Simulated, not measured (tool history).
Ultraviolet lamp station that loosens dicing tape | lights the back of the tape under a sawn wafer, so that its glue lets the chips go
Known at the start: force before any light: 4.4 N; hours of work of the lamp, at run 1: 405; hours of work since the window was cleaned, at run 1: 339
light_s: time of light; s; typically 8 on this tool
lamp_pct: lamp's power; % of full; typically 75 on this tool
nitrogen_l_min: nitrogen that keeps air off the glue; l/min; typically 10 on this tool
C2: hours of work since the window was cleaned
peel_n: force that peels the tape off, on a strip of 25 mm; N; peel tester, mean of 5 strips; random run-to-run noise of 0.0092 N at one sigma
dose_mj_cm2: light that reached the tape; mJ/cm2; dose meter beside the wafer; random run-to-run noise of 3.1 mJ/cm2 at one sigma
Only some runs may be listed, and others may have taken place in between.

run 1 hour=0.0 | light_s=8 lamp_pct=75 nitrogen_l_min=10 | hours_of_work_of_the_lamp=405 C2=339 | peel_n=0.381 dose_mj_cm2=478
run 2 hour=42.9 | light_s=7 lamp_pct=75 nitrogen_l_min=10 | hours_of_work_of_the_lamp=437 C2=370 | peel_n=0.519 dose_mj_cm2=417
-- hour=66.4 window cleaned of glue's vapour
run 3 hour=68.6 | light_s=12 lamp_pct=75 nitrogen_l_min=10 | hours_of_work_of_the_lamp=456 C2=2 | peel_n=0.202 dose_mj_cm2=714
run 4 hour=109.4 | light_s=12 lamp_pct=75 nitrogen_l_min=10 | hours_of_work_of_the_lamp=486 C2=32 | peel_n=0.205 dose_mj_cm2=725
run 5 hour=137.0 | light_s=12 lamp_pct=75 nitrogen_l_min=10 | hours_of_work_of_the_lamp=507 C2=52 | peel_n=0.197 dose_mj_cm2=713
run 6 hour=157.7 | light_s=12 lamp_pct=75 nitrogen_l_min=10 | hours_of_work_of_the_lamp=522 C2=68 | peel_n=0.196 dose_mj_cm2=724
run 7 hour=204.8 | light_s=8 lamp_pct=80 nitrogen_l_min=4 | hours_of_work_of_the_lamp=557 C2=102 | peel_n=0.613 dose_mj_cm2=515
run 8 hour=245.0 | light_s=12 lamp_pct=98 nitrogen_l_min=6 | hours_of_work_of_the_lamp=586 C2=132 | peel_n=0.177 dose_mj_cm2=934
run 9 hour=268.4 | light_s=12 lamp_pct=79 nitrogen_l_min=7 | hours_of_work_of_the_lamp=604 C2=150 | peel_n=0.212 dose_mj_cm2=765
run 10 hour=312.0 | light_s=5 lamp_pct=92 nitrogen_l_min=10 | hours_of_work_of_the_lamp=636 C2=182 | peel_n=0.625 dose_mj_cm2=366

Each row is a separate what-if for the run after 10, all from the same tool condition, not one after another. Results?
run A hour=338.3 | light_s=8 lamp_pct=75 nitrogen_l_min=4 | hours_of_work_of_the_lamp=656 C2=201 | peel_n=? dose_mj_cm2=?
run B hour=338.3 | light_s=8 lamp_pct=76 nitrogen_l_min=18 | hours_of_work_of_the_lamp=656 C2=201 | peel_n=? dose_mj_cm2=?
run C hour=338.3 | light_s=9 lamp_pct=78 nitrogen_l_min=10 | hours_of_work_of_the_lamp=656 C2=201 | peel_n=? dose_mj_cm2=?
run D hour=338.3 | light_s=5 lamp_pct=61 nitrogen_l_min=10 | hours_of_work_of_the_lamp=656 C2=201 | peel_n=? dose_mj_cm2=?

run=A peel_n=0.664 dose_mj_cm2=480
run=B peel_n=0.280 dose_mj_cm2=490
run=C peel_n=0.303 dose_mj_cm2=564
run=D peel_n=1.137 dose_mj_cm2=245
Had the tool no hidden state, the same runs would have come out as:
run=A peel_n=0.660 dose_mj_cm2=482
run=B peel_n=0.278 dose_mj_cm2=491
run=C peel_n=0.301 dose_mj_cm2=566
run=D peel_n=1.133 dose_mj_cm2=246
